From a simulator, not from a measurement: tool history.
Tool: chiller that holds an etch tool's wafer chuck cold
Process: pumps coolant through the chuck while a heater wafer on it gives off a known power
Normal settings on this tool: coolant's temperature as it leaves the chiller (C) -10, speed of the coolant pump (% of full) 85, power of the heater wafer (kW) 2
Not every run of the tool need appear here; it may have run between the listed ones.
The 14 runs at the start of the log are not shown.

run   hour  coolant's temperature as it leaves the chiller (C)  speed of the coolant pump (% of full)  power of the heater wafer (kW)  hours since the coolant was changed and the channels were flushed  hours since the pump was overhauled  hours since the chiller's thermometer was calibrated  chuck's temperature once it has settled (C)  how much warmer the coolant comes back (C)
 15  426.9                                                 -10                                     92                               2                                                               1491                                 1950                                                  4083                                           13                                        5.17
 16  460.6                                                 -10                                     85                               2                                                               1525                                 1983                                                  4116                                         14.2                                        5.65
 17  494.8                                                 -10                                     85                               2                                                               1559                                 2018                                                  4150                                           14                                        5.68
 18  523.3                                                 -10                                     96                               2                                                               1587                                 2046                                                  4179                                         12.4                                        5.03
 19  551.7                                                 -12                                     72                            1.06                                                               1616                                 2075                                                  4207                                          2.2                                        3.65
 20  577.4                                                 -12                                     61                            1.06                                                               1641                                 2100                                                  4233                                          3.8                                        4.39
 21  604.6                                                 -13                                     83                           1.396                                                               1669                                 2127                                                  4260                                          3.9                                        4.16
 22  634.5                                                 -19                                     62                           1.284                                                               1699                                 2157                                                  4290                                         -0.1                                        5.16
 23  674.3                                                 -17                                     75                           2.248                                                               1738                                 2197                                                  4330                                         12.2                                         7.2
 24    703                                                 -18                                     66                           1.761                                                               1767                                 2226                                                  4359                                          6.7                                        6.57
 25  727.6                                                  -6                                     82                            1.41                                                               1792                                 2250                                                  4383                                         11.4                                        4.28
     743.1  -- gauge calibrated
 26  746.1                                                  -3                                     85                           2.677                                                               1810                                 2269                                                  4402                                         29.3                                        7.26
 27  780.3                                                  -3                                     71                           2.677                                                               1844                                 2303                                                  4436                                         33.1                                        8.73
 28  816.9                                                  -8                                     71                           1.995                                                               1881                                 2340                                                  4473                                         18.9                                        6.51
 29  846.3                                                 -10                                     85                           2.119                                                               1910                                 2369                                                  4502                                         15.5                                        5.75
 30  878.9                                                 -12                                     68                               2                                                               1943                                 2402                                                  4535                                         15.7                                        6.89
 31  899.2                                                  -1                                     72                               2                                                               1963                                 2422                                                  4555                                         25.7                                         6.5

Alternative continuations, all from the tool just after run 31; predict every row:
  A  920.9                                                  -1                                     72                            2.59                                                               1985                                 2444                                                  4577                                            ?                                           ?
  B  920.9                                                  -1                                     75                             1.3                                                               1985                                 2444                                                  4577                                            ?                                           ?
  C  920.9                                                  -1                                     80                           1.625                                                               1985                                 2444                                                  4577                                            ?                                           ?
  D  920.9                                                  -1                                     83                               2                                                               1985                                 2444                                                  4577                                            ?                                           ?

run  chuck's temperature once it has settled (C)  how much warmer the coolant comes back (C)
  A                                         33.7                                        8.46
  B                                         15.9                                         4.1
  C                                         19.4                                        4.75
  D                                         23.5                                        5.65
The same runs, with their run-to-run variation unchanged, on a tool lacking any hidden condition would have given:
run  chuck's temperature once it has settled (C)  how much warmer the coolant comes back (C)
  A                                         33.7                                        8.37
  B                                         15.9                                        4.01
  C                                         19.4                                        4.66
  D                                         23.5                                        5.55

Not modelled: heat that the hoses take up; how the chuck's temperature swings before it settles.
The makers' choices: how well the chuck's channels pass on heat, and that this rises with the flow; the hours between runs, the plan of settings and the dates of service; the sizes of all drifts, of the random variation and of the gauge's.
